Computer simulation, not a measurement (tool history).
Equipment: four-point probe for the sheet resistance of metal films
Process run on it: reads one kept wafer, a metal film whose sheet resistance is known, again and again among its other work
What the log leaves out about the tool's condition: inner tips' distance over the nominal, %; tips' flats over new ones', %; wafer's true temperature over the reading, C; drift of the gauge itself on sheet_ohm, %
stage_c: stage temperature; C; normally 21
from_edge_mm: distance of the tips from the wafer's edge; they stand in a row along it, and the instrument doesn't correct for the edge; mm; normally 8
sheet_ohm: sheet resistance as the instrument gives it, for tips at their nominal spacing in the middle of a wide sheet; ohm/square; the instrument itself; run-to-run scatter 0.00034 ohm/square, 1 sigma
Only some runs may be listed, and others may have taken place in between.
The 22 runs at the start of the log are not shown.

run    hour  stage_c  from_edge_mm  touches since the probe head was changed  hours of work since the stage's thermometer was calibrated  sheet_ohm
     1881.5  -- stage's thermometer calibrated, once more
 23  1951.4       20             8                                     77138                                                          50   1.712802
 24  2013.1       20             8                                     80340                                                          95   1.713138
 25  2094.5       29             8                                     84560                                                         153   1.710324
 26  2190.3       29             8                                     89532                                                         222   1.710474
 27  2255.9       19            13                                     92933                                                         269   1.712953
 28  2317.1       19            13                                     96108                                                         314   1.712611
 29  2396.8       19            13                                    100240                                                         371   1.713147
 30  2456.3       21            12                                    103329                                                         414   1.713236
 31  2564.3       28            12                                    108932                                                         491   1.710609
 32  2625.8       28            12                                    112122                                                         536   1.711587
 33  2748.5       21             4                                    118485                                                         624   1.727444
 34  2868.4       21             4                                    124706                                                         710   1.728862
 35  2941.0       34             9                                    128472                                                         763   1.712291
 36  3033.9       34             9                                    133292                                                         829   1.713092
 37  3152.5       34            12                                    139441                                                         915   1.712254
 38  3257.7       32            10                                    144901                                                         991   1.714471
 39  3330.4       32             6                                    148669                                                        1043   1.718794
     3394.5  -- new probe head fitted
 40  3399.8       32             6                                       278                                                        1092   1.714112
 41  3525.2       22            15                                      6781                                                        1182   1.713470
 42  3613.8       22            15                                     11378                                                        1246   1.713422
 43  3722.3       30            24                                     17002                                                        1324   1.710330

Here are 4 independent what-if runs from the current tool condition. What would each one return?
  A  3810.7       32             9                                     21591                                                        1388          ?
  B  3810.7       30            12                                     21591                                                        1388          ?
  C  3810.7       24            50                                     21591                                                        1388          ?
  D  3810.7       19            11                                     21591                                                        1388          ?

run  sheet_ohm
  A   1.712837
  B   1.712179
  C   1.712112
  D   1.717404
Without the tool's hidden state the same runs would have given:
run  sheet_ohm
  A   1.700589
  B   1.699943
  C   1.699898
  D   1.705173

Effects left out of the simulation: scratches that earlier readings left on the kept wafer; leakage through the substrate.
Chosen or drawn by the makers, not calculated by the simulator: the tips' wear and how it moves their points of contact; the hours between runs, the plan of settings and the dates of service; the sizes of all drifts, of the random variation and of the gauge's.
